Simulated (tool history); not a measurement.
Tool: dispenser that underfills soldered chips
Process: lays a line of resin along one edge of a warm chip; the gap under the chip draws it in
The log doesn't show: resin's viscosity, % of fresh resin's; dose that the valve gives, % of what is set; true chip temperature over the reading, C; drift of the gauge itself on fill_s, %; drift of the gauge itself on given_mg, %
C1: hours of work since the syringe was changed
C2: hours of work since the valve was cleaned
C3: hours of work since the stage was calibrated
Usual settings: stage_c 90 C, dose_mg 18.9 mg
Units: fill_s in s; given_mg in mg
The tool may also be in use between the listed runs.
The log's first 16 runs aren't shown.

{"hour": 111.4, "done": "dispensing valve cleaned and set on the balance"}
{"run": 17, "hour": 115.0, "stage_c": 90, "dose_mg": 16.8, "C1": 8, "C2": 3, "C3": 309, "fill_s": 859.1, "given_mg": 16.75}
{"hour": 117.7, "done": "new syringe of resin"}
{"run": 18, "hour": 123.9, "stage_c": 90, "dose_mg": 16.8, "C1": 5, "C2": 9, "C3": 316, "fill_s": 710, "given_mg": 16.73}
{"hour": 130.5, "done": "new syringe of resin"}
{"run": 19, "hour": 130.9, "stage_c": 90, "dose_mg": 16.8, "C1": 0, "C2": 14, "C3": 320, "fill_s": 569.7, "given_mg": 16.72}
{"run": 20, "hour": 139.8, "stage_c": 90, "dose_mg": 16.8, "C1": 7, "C2": 20, "C3": 327, "fill_s": 812.1, "given_mg": 16.74}
{"hour": 141.5, "done": "stage's temperature calibrated"}
{"hour": 144.6, "done": "new syringe of resin"}
{"run": 21, "hour": 146.2, "stage_c": 90, "dose_mg": 16.8, "C1": 1, "C2": 24, "C3": 3, "fill_s": 529.3, "given_mg": 16.71}
{"run": 22, "hour": 150.7, "stage_c": 100, "dose_mg": 22.3, "C1": 4, "C2": 27, "C3": 7, "fill_s": 371.9, "given_mg": 22.06}
{"run": 23, "hour": 156.8, "stage_c": 98, "dose_mg": 16.5, "C1": 9, "C2": 32, "C3": 11, "fill_s": 564.9, "given_mg": 16.38}
{"hour": 157.5, "done": "new syringe of resin"}
{"run": 24, "hour": 165.8, "stage_c": 98, "dose_mg": 16.5, "C1": 6, "C2": 38, "C3": 17, "fill_s": 491.9, "given_mg": 16.32}
{"hour": 170.2, "done": "new syringe of resin"}
{"run": 25, "hour": 173.5, "stage_c": 78, "dose_mg": 21.5, "C1": 2, "C2": 44, "C3": 23, "fill_s": 1029.8, "given_mg": 21.24}
{"run": 26, "hour": 181.6, "stage_c": 78, "dose_mg": 16.4, "C1": 8, "C2": 50, "C3": 29, "fill_s": 1529.9, "given_mg": 16.12}

Run 27 comes next. What will it give?
{"hour": 183.0, "done": "new syringe of resin"}
{"run": 27, "hour": 188.3, "stage_c": 88, "dose_mg": 17.5, "C1": 4, "C2": 54, "C3": 34, "fill_s": "?", "given_mg": "?"}

fill_s: 686.3 s
given_mg: 17.22 mg
Without the tool's hidden state the same run would have given fill_s 550.1 s, given_mg 17.49 mg.

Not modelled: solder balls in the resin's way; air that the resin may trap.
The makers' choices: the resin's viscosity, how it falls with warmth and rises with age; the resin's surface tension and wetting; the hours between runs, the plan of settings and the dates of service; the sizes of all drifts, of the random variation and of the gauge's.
